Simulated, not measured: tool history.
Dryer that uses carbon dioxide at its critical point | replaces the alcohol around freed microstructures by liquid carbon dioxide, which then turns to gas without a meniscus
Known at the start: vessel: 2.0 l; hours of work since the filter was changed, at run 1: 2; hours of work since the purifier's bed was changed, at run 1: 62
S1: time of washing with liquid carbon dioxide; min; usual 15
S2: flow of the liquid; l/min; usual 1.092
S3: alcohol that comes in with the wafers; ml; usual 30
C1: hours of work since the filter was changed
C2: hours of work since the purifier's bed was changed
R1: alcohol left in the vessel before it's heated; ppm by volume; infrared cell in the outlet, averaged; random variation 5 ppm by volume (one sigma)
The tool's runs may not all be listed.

run     day  S1     S2   S3   C1   C2    R1
  1       0  15  1.092   30    2   62    36
  2   0.667  15  1.092   30    9   70    44
  3   1.308  15  1.092   30   17   77    50
  4   1.733  15  1.092   30   22   82    55
  5   2.158  15   1.25   30   26   87    40
  6   2.658  15   1.25   30   32   92    30
  7   3.071  15  1.092   30   37   97    49
  8   4.004  13  1.092   30   47  108    74
  9    4.75  13  1.092   30   56  116    75
 10   5.362  15  1.092   39   63  123    57
 11    6.15  15  1.092   39   72  132    73
 12   6.796  15  1.092   39   79  139    69
 13   7.321  15  1.092   71   85  145    94
 14   7.929   9   0.97  115   92  152  1741
 15     8.9   9   0.97   23  103  163   389
 16   9.362   9   0.97   23  108  168   397
 17  10.058  13   1.58  104  116  176    60
 18   10.55  13   1.58  104  122  182    65
 19  11.029  10   1.58   46  127  187    94
 20  11.675  11   1.23   46  134  195   155
 21  12.546   9   0.67   83  144  205  3996
 22  13.296  21  1.092   49  153  213    66
 23      14  18  1.092   47  161  221    88
 24  14.567  18  1.092   47  167  228    84

4 ways to go on from here, each from the tool as it stands after run 24. What would each give?
  A  15.167  18   1.39  47  174  234   ?
  B  15.167  12   1.21  47  174  234   ?
  C  15.167  16  1.092  27  174  234   ?
  D  15.167  23  1.092  47  174  234   ?

run   R1
  A   70
  B  142
  C   87
  D   69
Without the tool's hidden state the same runs would have given:
run  R1
  A   5
  B  62
  C  19
  D   2
